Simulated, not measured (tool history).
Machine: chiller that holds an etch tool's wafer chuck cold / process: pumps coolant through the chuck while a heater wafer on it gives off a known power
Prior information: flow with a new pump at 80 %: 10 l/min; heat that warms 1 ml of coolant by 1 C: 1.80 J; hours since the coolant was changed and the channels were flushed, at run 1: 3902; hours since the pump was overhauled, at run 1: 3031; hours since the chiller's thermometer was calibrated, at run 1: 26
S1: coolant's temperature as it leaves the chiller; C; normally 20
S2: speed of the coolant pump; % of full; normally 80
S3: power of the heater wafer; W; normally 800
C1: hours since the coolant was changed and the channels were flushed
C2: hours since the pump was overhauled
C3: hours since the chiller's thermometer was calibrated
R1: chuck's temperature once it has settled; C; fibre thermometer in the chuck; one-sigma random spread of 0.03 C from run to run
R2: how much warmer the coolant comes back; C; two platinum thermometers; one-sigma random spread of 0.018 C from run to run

{"run": 1, "day": 0.0, "S1": 20, "S2": 80, "S3": 800, "C1": 3902, "C2": 3031, "C3": 26, "R1": 25.68, "R2": 2.79}
{"run": 2, "day": 4.604, "S1": 20, "S2": 80, "S3": 800, "C1": 4013, "C2": 3141, "C3": 136, "R1": 25.66, "R2": 2.76}
{"run": 3, "day": 8.138, "S1": 20, "S2": 80, "S3": 800, "C1": 4098, "C2": 3226, "C3": 221, "R1": 25.7, "R2": 2.8}
{"run": 4, "day": 11.917, "S1": 19, "S2": 80, "S3": 800, "C1": 4188, "C2": 3317, "C3": 312, "R1": 24.67, "R2": 2.81}
{"run": 5, "day": 16.871, "S1": 19, "S2": 80, "S3": 800, "C1": 4307, "C2": 3436, "C3": 431, "R1": 24.59, "R2": 2.81}
{"run": 6, "day": 20.262, "S1": 19, "S2": 80, "S3": 800, "C1": 4389, "C2": 3517, "C3": 512, "R1": 24.66, "R2": 2.81}
{"run": 7, "day": 25.475, "S1": 20, "S2": 80, "S3": 800, "C1": 4514, "C2": 3642, "C3": 637, "R1": 25.66, "R2": 2.81}
{"run": 8, "day": 28.796, "S1": 20, "S2": 80, "S3": 800, "C1": 4593, "C2": 3722, "C3": 717, "R1": 25.66, "R2": 2.81}
{"run": 9, "day": 33.588, "S1": 20, "S2": 99, "S3": 800, "C1": 4708, "C2": 3837, "C3": 832, "R1": 24.65, "R2": 2.27}
{"run": 10, "day": 37.025, "S1": 20, "S2": 99, "S3": 800, "C1": 4791, "C2": 3919, "C3": 914, "R1": 24.62, "R2": 2.29}
{"run": 11, "day": 42.246, "S1": 20, "S2": 99, "S3": 800, "C1": 4916, "C2": 4045, "C3": 1040, "R1": 24.67, "R2": 2.27}
{"run": 12, "day": 45.229, "S1": 20, "S2": 99, "S3": 800, "C1": 4988, "C2": 4116, "C3": 1111, "R1": 24.66, "R2": 2.26}
{"day": 45.779, "done": "chiller's thermometer calibrated"}
{"run": 13, "day": 50.3, "S1": 20, "S2": 99, "S3": 800, "C1": 5109, "C2": 4237, "C3": 109, "R1": 24.57, "R2": 2.26}
{"run": 14, "day": 52.992, "S1": 20, "S2": 99, "S3": 800, "C1": 5173, "C2": 4302, "C3": 173, "R1": 24.57, "R2": 2.27}
{"run": 15, "day": 58.325, "S1": 20, "S2": 89, "S3": 800, "C1": 5301, "C2": 4430, "C3": 301, "R1": 25.03, "R2": 2.55}
{"run": 16, "day": 63.375, "S1": 20, "S2": 89, "S3": 800, "C1": 5422, "C2": 4551, "C3": 422, "R1": 25.08, "R2": 2.52}
{"run": 17, "day": 66.254, "S1": 20, "S2": 89, "S3": 800, "C1": 5491, "C2": 4620, "C3": 491, "R1": 25.09, "R2": 2.55}
{"run": 18, "day": 68.583, "S1": 15, "S2": 65, "S3": 400, "C1": 5547, "C2": 4676, "C3": 547, "R1": 18.21, "R2": 1.78}
{"run": 19, "day": 71.192, "S1": 15, "S2": 64, "S3": 904, "C1": 5610, "C2": 4738, "C3": 610, "R1": 22.83, "R2": 4.05}
{"day": 72.717, "done": "chiller's thermometer calibrated, once more"}
{"run": 20, "day": 74.917, "S1": 21, "S2": 62, "S3": 723, "C1": 5698, "C2": 4827, "C3": 53, "R1": 27.75, "R2": 3.39}
{"run": 21, "day": 79.321, "S1": 21, "S2": 62, "S3": 723, "C1": 5804, "C2": 4933, "C3": 158, "R1": 27.73, "R2": 3.36}
{"run": 22, "day": 83.417, "S1": 25, "S2": 64, "S3": 513, "C1": 5902, "C2": 5031, "C3": 257, "R1": 29.66, "R2": 2.3}
{"run": 23, "day": 88.758, "S1": 25, "S2": 72, "S3": 736, "C1": 6031, "C2": 5159, "C3": 385, "R1": 31.02, "R2": 2.97}
{"run": 24, "day": 92.129, "S1": 25, "S2": 72, "S3": 736, "C1": 6111, "C2": 5240, "C3": 466, "R1": 31.02, "R2": 2.97}
{"run": 25, "day": 95.529, "S1": 25, "S2": 72, "S3": 736, "C1": 6193, "C2": 5322, "C3": 547, "R1": 31.08, "R2": 2.96}
{"run": 26, "day": 98.1, "S1": 25, "S2": 72, "S3": 736, "C1": 6255, "C2": 5383, "C3": 609, "R1": 31.06, "R2": 2.93}
{"day": 99.796, "done": "coolant changed, channels flushed"}
{"run": 27, "day": 103.254, "S1": 25, "S2": 72, "S3": 736, "C1": 83, "C2": 5501, "C3": 727, "R1": 30.4, "R2": 2.95}
{"run": 28, "day": 106.996, "S1": 25, "S2": 72, "S3": 736, "C1": 173, "C2": 5591, "C3": 817, "R1": 30.46, "R2": 2.96}
{"run": 29, "day": 109.733, "S1": 27, "S2": 93, "S3": 849, "C1": 238, "C2": 5656, "C3": 882, "R1": 32, "R2": 2.63}
{"run": 30, "day": 112.658, "S1": 27, "S2": 93, "S3": 849, "C1": 309, "C2": 5727, "C3": 953, "R1": 32.03, "R2": 2.63}
{"run": 31, "day": 115.821, "S1": 15, "S2": 72, "S3": 800, "C1": 385, "C2": 5803, "C3": 1028, "R1": 20.96, "R2": 3.25}
{"run": 32, "day": 120.371, "S1": 15, "S2": 90, "S3": 800, "C1": 494, "C2": 5912, "C3": 1138, "R1": 19.76, "R2": 2.59}
{"run": 33, "day": 125.654, "S1": 12, "S2": 99, "S3": 607, "C1": 621, "C2": 6039, "C3": 1265, "R1": 15.33, "R2": 1.73}

The logged runs with the hidden state left out (each run's random variation unchanged):
The tool's hidden condition here consists of: heat passed by the chuck's channels, % of clean ones'; flow at a given pump speed, % of a new pump's; coolant's true temperature over the reading, C; drift of the gauge itself on chuck_c, C; drift of the gauge itself on warmer_back_c, C.
run=1 R1=25.18 R2=2.68
run=2 R1=25.16 R2=2.64
run=3 R1=25.2 R2=2.68
run=4 R1=24.17 R2=2.68
run=5 R1=24.09 R2=2.67
run=6 R1=24.16 R2=2.67
run=7 R1=25.17 R2=2.67
run=8 R1=25.17 R2=2.66
run=9 R1=24.27 R2=2.15
run=10 R1=24.25 R2=2.17
run=11 R1=24.3 R2=2.14
run=12 R1=24.29 R2=2.13
run=13 R1=24.25 R2=2.12
run=14 R1=24.25 R2=2.13
run=15 R1=24.66 R2=2.39
run=16 R1=24.72 R2=2.36
run=17 R1=24.73 R2=2.38
run=18 R1=18.1 R2=1.66
run=19 R1=22.11 R2=3.77
run=20 R1=26.82 R2=3.16
run=21 R1=26.8 R2=3.12
run=22 R1=29.03 R2=2.14
run=23 R1=30.19 R2=2.75
run=24 R1=30.19 R2=2.75
run=25 R1=30.24 R2=2.74
run=26 R1=30.22 R2=2.71
run=27 R1=30.13 R2=2.72
run=28 R1=30.2 R2=2.72
run=29 R1=31.77 R2=2.42
run=30 R1=31.8 R2=2.42
run=31 R1=20.66 R2=2.99
run=32 R1=19.56 R2=2.38
run=33 R1=15.25 R2=1.58
